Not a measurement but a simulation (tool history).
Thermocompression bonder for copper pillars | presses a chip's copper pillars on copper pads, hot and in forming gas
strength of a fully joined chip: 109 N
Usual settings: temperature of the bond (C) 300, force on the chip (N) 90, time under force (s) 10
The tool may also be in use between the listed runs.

run	hour	temperature of the bond (C)	force on the chip (N)	time under force (s)	force that shears a chip off (N)
1	0.0	300	90	10	63.4
# hour 18.8: forming gas filter changed
# hour 27.9: heater calibrated with a thermocouple chip
2	38.3	300	90	10	63.6
3	69.0	300	90	10	62.6
4	95.8	300	90	10	63.3
5	135.0	300	90	10	62.8
6	165.3	300	101	10	69.4
7	193.6	300	90	10	63.3
8	211.3	300	90	10	63.0
9	241.6	300	90	10	63.4
10	270.9	312	90	10	68.4
11	293.7	312	90	10	70.6
12	329.2	312	90	10	69.8
13	360.7	312	90	10	69.0
14	400.1	312	90	10	68.2
15	435.2	306	90	10	65.8
16	457.8	300	90	10	63.4
17	495.0	300	90	10	63.4
18	531.4	300	100	20	80.1
19	554.9	300	100	20	81.4
# hour 565.6: forming gas filter changed
20	579.5	300	79	9	54.6
21	619.1	300	79	9	55.9
22	639.3	297	90	10	61.0
23	678.9	300	54	10	42.4
24	712.0	284	55	10	36.2
25	747.0	284	55	10	35.9
26	786.5	304	61	9	47.6
27	826.0	287	109	11	66.1
28	860.2	271	88	10	46.6
29	897.4	297	108	10	69.3
30	937.8	275	71	10	41.2
31	963.9	275	71	10	41.4
32	1000.9	275	71	10	41.4
33	1017.7	300	77	10	55.8
34	1052.0	313	104	6	66.2

Forecast each of these 3 alternatives for the next run:
A	1072.2	271	101	13	?
B	1072.2	320	90	10	?
C	1072.2	300	95	11	?

run	force that shears a chip off (N)
A	57.4
B	75.2
C	66.4
Without the tool's hidden state the same runs would have given:
run	force that shears a chip off (N)
A	57.0
B	74.8
C	66.0
